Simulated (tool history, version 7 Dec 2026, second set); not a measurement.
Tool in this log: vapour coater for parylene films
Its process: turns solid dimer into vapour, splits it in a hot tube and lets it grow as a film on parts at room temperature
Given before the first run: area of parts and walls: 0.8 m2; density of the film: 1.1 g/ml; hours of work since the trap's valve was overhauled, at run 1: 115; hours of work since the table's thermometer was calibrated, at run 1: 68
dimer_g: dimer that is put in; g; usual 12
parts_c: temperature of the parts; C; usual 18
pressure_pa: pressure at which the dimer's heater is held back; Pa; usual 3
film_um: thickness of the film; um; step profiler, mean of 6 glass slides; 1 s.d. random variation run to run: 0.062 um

run,hour,dimer_g,parts_c,pressure_pa,hours of work since the trap's valve was overhauled,hours of work since the table's thermometer was calibrated,film_um
1,0,12,18,3,115,68,6.9
2,12.4,12,29,3,122,76,4.13
3,38,12,29,3,138,91,4.08
4,54.2,12,18,4.78,147,101,6.61
5,83.2,12,18,4.78,165,118,6.54
6,111.9,12,18,4.78,182,135,6.39
7,129.8,12,18,4.78,193,146,6.44
8,155.5,12,18,4.78,208,161,6.32
9,182.2,12,10,3,224,177,9.18
# hour 188.6: trap's valve overhauled
10,209.2,12,13,9.22,12,191,8.55
11,236.2,12,13,9.22,28,207,8.33
12,263.3,12,13,9.22,45,223,8.22
13,276.9,12,13,9.22,53,231,8.19
14,304.5,12,13,9.22,69,248,8.1

Run 15 has not been measured yet. What should we expect?
15,319.6,12,10,6.06,78,257,?

For run 15 the tool returned film_um 9.48 um.
Were there no unlogged condition in the tool, this run, its random variation unchanged, would have produced film_um 10.03 um.
